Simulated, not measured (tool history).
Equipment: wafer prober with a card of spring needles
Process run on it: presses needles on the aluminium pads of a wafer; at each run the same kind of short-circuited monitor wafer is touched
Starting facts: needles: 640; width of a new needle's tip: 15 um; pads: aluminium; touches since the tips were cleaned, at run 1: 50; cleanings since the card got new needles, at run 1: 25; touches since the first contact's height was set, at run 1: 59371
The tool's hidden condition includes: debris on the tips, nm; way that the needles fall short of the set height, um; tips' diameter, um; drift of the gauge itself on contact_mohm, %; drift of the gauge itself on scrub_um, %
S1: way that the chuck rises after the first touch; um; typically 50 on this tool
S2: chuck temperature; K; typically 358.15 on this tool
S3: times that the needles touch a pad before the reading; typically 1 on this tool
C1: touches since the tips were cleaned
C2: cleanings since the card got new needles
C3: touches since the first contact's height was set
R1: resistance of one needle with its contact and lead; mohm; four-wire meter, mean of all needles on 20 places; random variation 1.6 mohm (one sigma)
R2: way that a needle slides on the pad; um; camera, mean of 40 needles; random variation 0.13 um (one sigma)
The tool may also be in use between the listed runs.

{"run": 1, "hour": 0.0, "S1": 50, "S2": 358.15, "S3": 1, "C1": 50, "C2": 25, "C3": 59371, "R1": 158, "R2": 9.09}
{"hour": 5.4, "done": "tips cleaned on abrasive film"}
{"hour": 11.5, "done": "tips cleaned on abrasive film"}
{"run": 2, "hour": 15.1, "S1": 50, "S2": 358.15, "S3": 1, "C1": 1354, "C2": 27, "C3": 64927, "R1": 191, "R2": 8.95}
{"hour": 17.6, "done": "tips cleaned on abrasive film"}
{"run": 3, "hour": 22.7, "S1": 68, "S2": 358.15, "S3": 1, "C1": 1910, "C2": 28, "C3": 67732, "R1": 180, "R2": 12.41}
{"hour": 23.8, "done": "tips cleaned on abrasive film"}
{"hour": 29.3, "done": "tips cleaned on abrasive film"}
{"hour": 35.0, "done": "tips cleaned on abrasive film"}
{"run": 4, "hour": 37.8, "S1": 47, "S2": 358.15, "S3": 1, "C1": 1071, "C2": 31, "C3": 73246, "R1": 194, "R2": 8.48}
{"hour": 41.3, "done": "tips cleaned on abrasive film"}
{"hour": 46.8, "done": "tips cleaned on abrasive film"}
{"hour": 52.9, "done": "tips cleaned on abrasive film"}
{"run": 5, "hour": 52.9, "S1": 50, "S2": 358.15, "S3": 2, "C1": 0, "C2": 34, "C3": 78758, "R1": 153, "R2": 9.08}
{"hour": 59.1, "done": "tips cleaned on abrasive film"}
{"run": 6, "hour": 64.3, "S1": 50, "S2": 328.15, "S3": 1, "C1": 1939, "C2": 35, "C3": 82953, "R1": 206, "R2": 9.11}
{"hour": 65.4, "done": "tips cleaned on abrasive film"}
{"hour": 68.3, "done": "tips cleaned on abrasive film, once more"}
{"hour": 74.0, "done": "tips cleaned on abrasive film"}
{"run": 7, "hour": 77.5, "S1": 50, "S2": 347.15, "S3": 1, "C1": 1300, "C2": 38, "C3": 87771, "R1": 190, "R2": 9.04}
{"hour": 80.2, "done": "tips cleaned on abrasive film"}
{"hour": 85.8, "done": "tips cleaned on abrasive film"}
{"run": 8, "hour": 89.1, "S1": 50, "S2": 347.15, "S3": 1, "C1": 1223, "C2": 40, "C3": 92018, "R1": 192, "R2": 8.77}
{"hour": 92.5, "done": "tips cleaned on abrasive film"}
{"hour": 98.2, "done": "tips cleaned on abrasive film"}
{"run": 9, "hour": 98.4, "S1": 50, "S2": 347.15, "S3": 1, "C1": 63, "C2": 42, "C3": 95414, "R1": 163, "R2": 9.07}
{"hour": 103.7, "done": "tips cleaned on abrasive film"}
{"run": 10, "hour": 105.5, "S1": 50, "S2": 358.15, "S3": 1, "C1": 677, "C2": 43, "C3": 98017, "R1": 178, "R2": 9.03}
{"hour": 109.8, "done": "tips cleaned on abrasive film"}
{"run": 11, "hour": 113.1, "S1": 50, "S2": 358.15, "S3": 1, "C1": 1243, "C2": 44, "C3": 100818, "R1": 193, "R2": 8.86}
{"hour": 115.2, "done": "tips cleaned on abrasive film"}
{"hour": 121.2, "done": "tips cleaned on abrasive film"}
{"hour": 126.6, "done": "tips cleaned on abrasive film"}
{"run": 12, "hour": 128.6, "S1": 44, "S2": 389.15, "S3": 3, "C1": 736, "C2": 47, "C3": 106492, "R1": 174, "R2": 7.52}
{"hour": 132.8, "done": "tips cleaned on abrasive film"}
{"hour": 138.6, "done": "tips cleaned on abrasive film"}
{"run": 13, "hour": 140.9, "S1": 44, "S2": 389.15, "S3": 3, "C1": 849, "C2": 49, "C3": 111002, "R1": 178, "R2": 7.69}
{"hour": 144.3, "done": "tips cleaned on abrasive film"}
{"hour": 150.0, "done": "tips cleaned on abrasive film"}
{"run": 14, "hour": 153.0, "S1": 44, "S2": 301.15, "S3": 1, "C1": 1118, "C2": 51, "C3": 115422, "R1": 200, "R2": 7.58}
{"hour": 155.8, "done": "tips cleaned on abrasive film"}
{"hour": 161.4, "done": "tips cleaned on abrasive film"}
{"run": 15, "hour": 161.4, "S1": 44, "S2": 301.15, "S3": 1, "C1": 0, "C2": 53, "C3": 118487, "R1": 150, "R2": 7.51}
{"hour": 167.5, "done": "tips cleaned on abrasive film"}
{"hour": 173.0, "done": "tips cleaned on abrasive film"}
{"run": 16, "hour": 173.0, "S1": 43, "S2": 301.15, "S3": 1, "C1": 0, "C2": 55, "C3": 122755, "R1": 159, "R2": 7.55}
{"hour": 179.5, "done": "tips cleaned on abrasive film"}
{"hour": 185.9, "done": "tips cleaned on abrasive film"}
{"run": 17, "hour": 187.2, "S1": 37, "S2": 304.15, "S3": 1, "C1": 458, "C2": 57, "C3": 127942, "R1": 196, "R2": 6.44}
{"hour": 191.6, "done": "tips cleaned on abrasive film"}
{"hour": 197.4, "done": "tips cleaned on abrasive film"}
{"run": 18, "hour": 201.4, "S1": 47, "S2": 392.15, "S3": 1, "C1": 1485, "C2": 59, "C3": 133178, "R1": 214, "R2": 8.25}
{"hour": 203.4, "done": "tips cleaned on abrasive film"}
{"hour": 209.3, "done": "tips cleaned on abrasive film"}
{"hour": 215.6, "done": "tips cleaned on abrasive film"}
{"run": 19, "hour": 216.6, "S1": 50, "S2": 310.15, "S3": 2, "C1": 368, "C2": 62, "C3": 138740, "R1": 158, "R2": 8.58}
{"hour": 221.5, "done": "tips cleaned on abrasive film"}
{"hour": 227.3, "done": "tips cleaned on abrasive film"}
{"run": 20, "hour": 232.0, "S1": 50, "S2": 342.15, "S3": 1, "C1": 1749, "C2": 64, "C3": 144396, "R1": 203, "R2": 8.58}
{"hour": 232.8, "done": "tips cleaned on abrasive film"}
{"hour": 239.3, "done": "tips cleaned on abrasive film"}
{"run": 21, "hour": 244.0, "S1": 45, "S2": 311.15, "S3": 1, "C1": 1782, "C2": 66, "C3": 148807, "R1": 220, "R2": 7.66}
{"hour": 245.5, "done": "tips cleaned on abrasive film"}
{"hour": 251.3, "done": "tips cleaned on abrasive film"}
{"run": 22, "hour": 253.0, "S1": 54, "S2": 304.15, "S3": 1, "C1": 625, "C2": 68, "C3": 152070, "R1": 168, "R2": 9.07}

Branching from run 22: 5 alternative next runs. What would each branch give?
{"hour": 256.8, "done": "tips cleaned on abrasive film"}
{"hour": 262.9, "done": "tips cleaned on abrasive film"}
{"run": "A", "hour": 266.6, "S1": 64, "S2": 358.15, "S3": 1, "C1": 1388, "C2": 70, "C3": 157064, "R1": "?", "R2": "?"}
{"hour": 256.8, "done": "tips cleaned on abrasive film"}
{"hour": 262.9, "done": "tips cleaned on abrasive film"}
{"run": "B", "hour": 266.6, "S1": 47, "S2": 302.15, "S3": 1, "C1": 1388, "C2": 70, "C3": 157064, "R1": "?", "R2": "?"}
{"hour": 256.8, "done": "tips cleaned on abrasive film"}
{"hour": 262.9, "done": "tips cleaned on abrasive film"}
{"run": "C", "hour": 266.6, "S1": 51, "S2": 302.15, "S3": 2, "C1": 1388, "C2": 70, "C3": 157064, "R1": "?", "R2": "?"}
{"hour": 256.8, "done": "tips cleaned on abrasive film"}
{"hour": 262.9, "done": "tips cleaned on abrasive film"}
{"run": "D", "hour": 266.6, "S1": 54, "S2": 304.15, "S3": 1, "C1": 1388, "C2": 70, "C3": 157064, "R1": "?", "R2": "?"}
{"hour": 256.8, "done": "tips cleaned on abrasive film"}
{"hour": 262.9, "done": "tips cleaned on abrasive film"}
{"run": "E", "hour": 266.6, "S1": 32, "S2": 358.15, "S3": 1, "C1": 1388, "C2": 70, "C3": 157064, "R1": "?", "R2": "?"}

run=A R1=183 R2=11.1
run=B R1=200 R2=8.01
run=C R1=174 R2=8.69
run=D R1=185 R2=9.37
run=E R1=277 R2=5.34
The same runs, with their run-to-run variation unchanged, on a tool lacking any hidden condition would have given:
run=A R1=154 R2=11.97
run=B R1=144 R2=8.87
run=C R1=145 R2=9.56
run=D R1=143 R2=10.24
run=E R1=160 R2=6.2
